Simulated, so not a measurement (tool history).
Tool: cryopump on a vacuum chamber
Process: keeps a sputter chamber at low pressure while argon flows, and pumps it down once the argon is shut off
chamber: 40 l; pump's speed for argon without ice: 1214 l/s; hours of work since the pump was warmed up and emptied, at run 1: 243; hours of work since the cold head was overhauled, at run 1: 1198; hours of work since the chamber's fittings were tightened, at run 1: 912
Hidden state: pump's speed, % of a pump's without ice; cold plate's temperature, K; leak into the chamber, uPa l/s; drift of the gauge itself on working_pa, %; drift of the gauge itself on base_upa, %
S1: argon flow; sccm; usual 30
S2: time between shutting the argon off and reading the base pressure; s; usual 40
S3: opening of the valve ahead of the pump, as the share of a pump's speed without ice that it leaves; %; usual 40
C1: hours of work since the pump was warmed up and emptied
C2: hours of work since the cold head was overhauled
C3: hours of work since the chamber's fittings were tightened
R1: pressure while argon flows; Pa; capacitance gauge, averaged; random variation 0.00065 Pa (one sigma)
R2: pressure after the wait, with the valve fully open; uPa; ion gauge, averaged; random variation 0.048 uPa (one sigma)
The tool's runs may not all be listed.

run	day	S1	S2	S3	C1	C2	C3	R1	R2
1	0	30	40	40	243	1198	912	0.1082	3.6
2	3.358	30	40	40	284	1239	953	0.1073	3.59
3	7.858	30	40	40	339	1294	1008	0.1069	3.59
4	11.833	30	40	40	387	1342	1056	0.1095	3.76
5	15.704	30	46	40	434	1389	1103	0.1088	3.31
6	18.967	30	40	40	474	1429	1143	0.1093	3.82
7	21.312	30	40	40	503	1458	1172	0.1108	3.71
8	24.604	19	40	40	543	1498	1212	0.0692	3.85
9	28.488	19	40	40	590	1545	1259	0.0704	3.99
10	30.583	19	40	40	615	1570	1285	0.0695	3.88
11	33.538	19	40	40	651	1606	1321	0.0702	3.95
12	37.808	30	40	25	703	1658	1373	0.1736	4
13	41.171	30	40	25	744	1699	1414	0.1738	4.08
14	43.271	30	40	25	770	1725	1439	0.175	4.18
15	45.158	24	40	25	793	1748	1462	0.1393	4.07
16	47.2	24	40	25	818	1773	1487	0.1415	4.13
17	49.596	30	40	24	847	1802	1516	0.1847	4.22
18	51.729	30	40	24	873	1828	1542	0.1833	4.25
# day 53.154: pump warmed up, emptied and cooled again
19	56.208	30	40	24	37	1880	1594	0.1771	4.12
20	60.621	30	40	24	91	1934	1648	0.1764	4.07
21	64	30	40	24	132	1975	1689	0.1773	4.05
22	67.9	30	40	24	180	2022	1737	0.1776	4.04
23	71.275	39	40	40	221	2063	1778	0.1398	4.25
24	73.783	39	51	40	251	2094	1808	0.1394	3.73
25	78.254	23	40	30	306	2148	1863	0.1085	4.27
26	82.262	35	29	48	354	2197	1911	0.1059	5.41
27	86.554	35	29	48	407	2250	1964	0.1076	5.45
28	90.1	43	40	45	450	2293	2007	0.1408	4.48
29	92.733	43	40	45	482	2325	2039	0.14	4.45
30	97.212	43	40	45	537	2379	2093	0.1405	4.51
31	99.792	38	51	40	568	2411	2125	0.1409	3.95
32	102.075	40	190	57	596	2439	2153	0.1072	2.49
33	104.208	18	104	17	622	2465	2179	0.153	3.09
34	107.525	28	30	31	662	2505	2219	0.1329	5.47
35	111.275	28	30	31	708	2551	2265	0.1329	5.59

Hidden state or all else? Some run-to-run changes of R1, split into what the settings, what came in and random variation would give without the hidden state, and what is left for the hidden state (with any gauge scatter that isn't in both results):
Run 11 -> 12: S1 19 -> 30, S3 40 -> 25. R1 +0.1034 Pa: hidden state +0.0031, all else +0.1003.
Run 16 -> 17: S1 24 -> 30, S3 25 -> 24. R1 +0.0432 Pa: hidden state +0.0021, all else +0.0411.
Run 18 -> 19: pump warmed up, emptied and cooled again. R1 -0.0062 Pa: hidden state -0.0081, all else +0.0019.
Run 32 -> 33: S1 40 -> 18, S2 190 -> 104, S3 57 -> 17. R1 +0.0458 Pa: hidden state -0.0049, all else +0.0507.
